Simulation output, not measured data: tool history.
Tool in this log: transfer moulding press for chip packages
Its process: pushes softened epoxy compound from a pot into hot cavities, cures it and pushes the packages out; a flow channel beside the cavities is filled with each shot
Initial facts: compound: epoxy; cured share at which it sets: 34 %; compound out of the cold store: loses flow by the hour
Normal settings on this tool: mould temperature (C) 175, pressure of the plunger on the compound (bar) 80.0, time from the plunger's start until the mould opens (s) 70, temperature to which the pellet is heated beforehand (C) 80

run	hour	mould temperature (C)	pressure of the plunger on the compound (bar)	time from the plunger's start until the mould opens (s)	temperature to which the pellet is heated beforehand (C)	incoming compound's hours out of the cold store	length that the compound runs in the flow channel (mm)	greatest force on the pins that push the packages out (N)
1	0.0	175	80.0	70	80	17.8	515	734
2	13.4	175	80.0	70	80	22.0	505	930
3	23.5	175	76.7	70	80	15.1	512	1083
4	39.2	175	76.7	70	80	18.7	502	1181
5	53.5	171	80.0	70	80	11.3	532	1665
6	62.4	171	80.0	70	80	22.1	505	1670
# hour 74.1: cavities cleaned with cleaning compound and waxed
7	78.6	171	84.6	70	80	38.4	483	1001
# hour 88.0: plunger's sealing rings changed
8	88.1	175	80.0	70	80	8.1	547	948
9	102.2	175	80.0	70	80	29.4	493	994
10	113.6	175	80.0	70	80	25.4	503	1105
11	126.3	175	80.0	73	80	44.4	460	1004
12	139.8	175	80.0	70	80	26.4	500	1240
# hour 150.3: cavities cleaned with cleaning compound and waxed
13	155.2	175	80.0	70	80	27.5	495	767
14	164.1	175	80.0	70	80	26.2	498	920
15	180.0	175	80.0	70	80	32.5	484	1025
16	191.5	180	80.0	70	80	14.3	523	856
17	206.8	170	76.3	70	79	23.6	495	1726
18	215.1	170	76.3	70	79	27.6	487	1659
# hour 224.4: cavities cleaned with cleaning compound and waxed
19	231.2	175	80.0	85	76	28.2	491	510
20	243.8	175	80.0	76	80	14.0	526	788
21	254.4	173	63.9	109	90	41.8	411	528
22	262.5	175	80.0	68	80	27.7	492	1213
23	269.2	181	77.9	69	77	31.9	471	818
24	284.4	181	77.9	69	77	40.2	451	826
# hour 298.3: cavities cleaned with cleaning compound and waxed
25	298.3	173	79.1	70	80	20.4	507	809

What does the tool deliver on the next run?
# hour 312.7: plunger's sealing rings changed
26	316.1	173	79.1	70	80	25.2	?	?

length that the compound runs in the flow channel (mm): 502
greatest force on the pins that push the packages out (N): 1037
On a tool with no hidden condition, and with the same random variation, this run would have come out at length that the compound runs in the flow channel (mm) 503, greatest force on the pins that push the packages out (N) 795.
